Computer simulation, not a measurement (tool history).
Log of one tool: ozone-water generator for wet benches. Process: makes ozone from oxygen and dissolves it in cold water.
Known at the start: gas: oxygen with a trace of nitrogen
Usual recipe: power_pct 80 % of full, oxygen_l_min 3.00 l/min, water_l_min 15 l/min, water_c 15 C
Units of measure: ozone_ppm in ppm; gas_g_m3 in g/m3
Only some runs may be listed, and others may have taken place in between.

run,hour,power_pct,oxygen_l_min,water_l_min,water_c,ozone_ppm,gas_g_m3
1,0.0,80,3.00,15,15,29.7,278.3
2,106.4,80,3.00,15,15,29.8,282.1
3,194.0,80,2.03,15,15,28.3,350.8
4,278.2,80,4.58,15,15,29.7,220.4
5,369.8,80,4.58,15,15,29.8,219.1
6,437.4,80,5.19,16,15,28.4,205.9
7,542.5,96,3.00,15,18,32.9,324.0
8,595.1,96,3.00,15,18,33.0,327.2
9,658.8,48,3.82,23,11,14.9,164.5

Run 10 has not been measured yet. What should we expect?
10,730.0,48,3.82,23,11,?,?

{"run 10": {"ozone_ppm": 15.1, "gas_g_m3": 166.3}}
Without the tool's hidden state the same run would have given ozone_ppm 15.1 ppm, gas_g_m3 165.0 g/m3.

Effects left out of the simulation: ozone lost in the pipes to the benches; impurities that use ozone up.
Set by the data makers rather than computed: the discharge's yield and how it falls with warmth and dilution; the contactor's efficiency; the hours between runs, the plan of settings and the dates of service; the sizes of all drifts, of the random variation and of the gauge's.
